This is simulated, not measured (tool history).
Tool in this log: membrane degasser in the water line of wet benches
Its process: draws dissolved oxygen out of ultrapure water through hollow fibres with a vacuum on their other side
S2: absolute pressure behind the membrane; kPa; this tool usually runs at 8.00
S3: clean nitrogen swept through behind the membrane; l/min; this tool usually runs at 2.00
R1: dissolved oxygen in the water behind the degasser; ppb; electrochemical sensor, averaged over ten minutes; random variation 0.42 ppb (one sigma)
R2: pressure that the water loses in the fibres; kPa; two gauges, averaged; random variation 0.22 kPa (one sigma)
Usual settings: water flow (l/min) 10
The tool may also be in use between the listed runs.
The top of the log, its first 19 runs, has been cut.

{"run": 20, "hour": 1272.9, "water flow (l/min)": 7, "S2": 8.0, "S3": 3.95, "R1": 22.1, "R2": 39.49}
{"run": 21, "hour": 1318.0, "water flow (l/min)": 9, "S2": 8.0, "S3": 2.0, "R1": 56.2, "R2": 50.36}
{"run": 22, "hour": 1408.8, "water flow (l/min)": 9, "S2": 8.0, "S3": 2.0, "R1": 55.9, "R2": 50.93}
{"run": 23, "hour": 1494.3, "water flow (l/min)": 9, "S2": 8.97, "S3": 3.14, "R1": 43.8, "R2": 50.5}
{"run": 24, "hour": 1559.2, "water flow (l/min)": 15, "S2": 10.15, "S3": 2.14, "R1": 132.4, "R2": 84.45}
{"run": 25, "hour": 1644.1, "water flow (l/min)": 8, "S2": 8.0, "S3": 0.84, "R1": 112.5, "R2": 44.71}
{"run": 26, "hour": 1712.0, "water flow (l/min)": 8, "S2": 8.0, "S3": 0.84, "R1": 110.6, "R2": 44.84}
{"run": 27, "hour": 1786.1, "water flow (l/min)": 8, "S2": 8.0, "S3": 0.84, "R1": 111.7, "R2": 45.46}
{"run": 28, "hour": 1876.5, "water flow (l/min)": 8, "S2": 8.0, "S3": 4.76, "R1": 22.2, "R2": 44.88}
{"run": 29, "hour": 1943.0, "water flow (l/min)": 10, "S2": 15.59, "S3": 2.34, "R1": 134.8, "R2": 56.3}
{"run": 30, "hour": 2036.1, "water flow (l/min)": 12, "S2": 15.59, "S3": 2.81, "R1": 137.2, "R2": 68.11}
{"run": 31, "hour": 2119.2, "water flow (l/min)": 12, "S2": 15.59, "S3": 2.81, "R1": 138.1, "R2": 67.44}
{"run": 32, "hour": 2158.7, "water flow (l/min)": 10, "S2": 8.0, "S3": 1.7, "R1": 74.6, "R2": 56.19}
{"run": 33, "hour": 2210.4, "water flow (l/min)": 10, "S2": 7.64, "S3": 3.8, "R1": 33.3, "R2": 56.24}

Forecast each of these 3 alternatives for the next run:
{"run": "A", "hour": 2300.7, "water flow (l/min)": 10, "S2": 6.34, "S3": 4.56, "R1": "?", "R2": "?"}
{"run": "B", "hour": 2300.7, "water flow (l/min)": 13, "S2": 14.2, "S3": 3.22, "R1": "?", "R2": "?"}
{"run": "C", "hour": 2300.7, "water flow (l/min)": 7, "S2": 10.6, "S3": 1.6, "R1": "?", "R2": "?"}

run=A R1=20.9 R2=56.36
run=B R1=118.0 R2=73.76
run=C R1=83.6 R2=39.29
Had the tool no hidden state, the same runs would have come out as:
run=A R1=19.6 R2=55.01
run=B R1=113.8 R2=71.99
run=C R1=79.6 R2=38.34
